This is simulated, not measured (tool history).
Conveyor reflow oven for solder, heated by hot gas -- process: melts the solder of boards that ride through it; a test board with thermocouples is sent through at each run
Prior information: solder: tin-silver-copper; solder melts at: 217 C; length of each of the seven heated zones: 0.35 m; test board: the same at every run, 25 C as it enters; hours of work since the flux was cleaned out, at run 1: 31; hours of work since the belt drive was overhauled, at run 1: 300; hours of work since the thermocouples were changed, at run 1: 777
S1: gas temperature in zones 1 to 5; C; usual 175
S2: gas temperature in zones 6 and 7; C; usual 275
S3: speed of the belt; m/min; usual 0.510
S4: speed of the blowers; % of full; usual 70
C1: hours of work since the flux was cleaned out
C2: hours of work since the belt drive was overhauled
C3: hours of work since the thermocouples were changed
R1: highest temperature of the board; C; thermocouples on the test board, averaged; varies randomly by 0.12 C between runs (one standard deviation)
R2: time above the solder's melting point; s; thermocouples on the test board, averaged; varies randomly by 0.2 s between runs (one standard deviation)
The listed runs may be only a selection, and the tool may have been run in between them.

run,hour,S1,S2,S3,S4,C1,C2,C3,R1,R2
1,0.0,175,275,0.510,70,31,300,777,256.3,64.2
2,39.2,180,275,0.510,70,50,320,797,257.2,67.0
3,63.2,180,275,0.510,70,62,332,809,257.4,66.8
4,81.2,180,275,0.510,70,72,341,818,257.2,67.2
5,109.5,182,275,0.510,70,86,355,832,257.7,67.7
6,139.8,175,263,0.510,70,101,371,848,245.9,56.3
7,170.1,175,263,0.510,70,116,386,863,245.9,56.1
8,196.3,175,263,0.510,70,130,399,876,245.8,56.1
9,213.4,175,275,0.510,70,138,408,885,256.1,64.3
10,253.1,175,275,0.510,70,158,428,905,256.2,64.3
11,285.4,175,275,0.510,70,174,444,921,256.1,64.3
12,322.2,175,275,0.510,70,193,463,940,256.1,64.0
13,339.0,175,275,0.510,70,202,471,948,256.0,64.1
14,363.1,175,275,0.498,70,214,483,960,256.9,66.8
15,394.5,175,275,0.498,70,229,499,976,257.2,66.5
16,423.2,189,269,0.557,70,244,514,990,250.9,60.1
17,461.0,189,269,0.557,70,263,533,1010,251.1,60.0
18,501.4,163,275,0.557,70,283,553,1030,250.1,49.5
19,527.7,175,286,0.510,70,297,566,1043,265.4,70.1
20,559.0,175,286,0.510,70,312,582,1059,265.5,70.2

Run 21 is up next; what results do you expect?
21,588.5,175,271,0.473,70,327,597,1074,?,?

R1: 255.2 C
R2: 68.9 s
If the tool had no hidden condition, the same run with the same run-to-run variation would have returned R1 255.2 C, R2 68.9 s.
